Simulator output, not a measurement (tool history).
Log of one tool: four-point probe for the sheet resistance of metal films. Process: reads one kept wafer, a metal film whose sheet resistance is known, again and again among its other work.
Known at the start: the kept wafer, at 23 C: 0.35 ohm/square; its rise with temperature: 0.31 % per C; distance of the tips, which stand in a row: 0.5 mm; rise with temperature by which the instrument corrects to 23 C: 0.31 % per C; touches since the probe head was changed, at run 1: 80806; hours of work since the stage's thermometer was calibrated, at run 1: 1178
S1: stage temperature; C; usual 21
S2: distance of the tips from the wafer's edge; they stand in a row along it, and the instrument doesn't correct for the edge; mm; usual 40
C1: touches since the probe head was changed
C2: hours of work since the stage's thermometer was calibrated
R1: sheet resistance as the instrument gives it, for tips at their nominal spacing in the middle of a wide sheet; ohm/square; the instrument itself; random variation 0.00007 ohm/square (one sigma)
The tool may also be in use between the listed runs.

{"run": 1, "day": 0.0, "S1": 21, "S2": 40, "C1": 80806, "C2": 1178, "R1": 0.349997}
{"run": 2, "day": 1.208, "S1": 21, "S2": 40, "C1": 82136, "C2": 1200, "R1": 0.350032}
{"run": 3, "day": 3.412, "S1": 21, "S2": 40, "C1": 84558, "C2": 1239, "R1": 0.350017}
{"run": 4, "day": 5.838, "S1": 21, "S2": 40, "C1": 87227, "C2": 1283, "R1": 0.349919}
{"run": 5, "day": 7.7, "S1": 21, "S2": 40, "C1": 89272, "C2": 1316, "R1": 0.349986}
{"run": 6, "day": 9.242, "S1": 21, "S2": 40, "C1": 90967, "C2": 1343, "R1": 0.349986}
{"run": 7, "day": 11.758, "S1": 21, "S2": 40, "C1": 93735, "C2": 1388, "R1": 0.350046}
{"run": 8, "day": 14.108, "S1": 21, "S2": 40, "C1": 96322, "C2": 1430, "R1": 0.349939}
{"run": 9, "day": 17.075, "S1": 24, "S2": 40, "C1": 99583, "C2": 1483, "R1": 0.350073}

Forecast run 10:
{"run": 10, "day": 18.558, "S1": 24, "S2": 40, "C1": 101215, "C2": 1510, "R1": "?"}

R1: 0.350053 ohm/square
Without the tool's hidden state the same run would have given R1 0.350023 ohm/square.
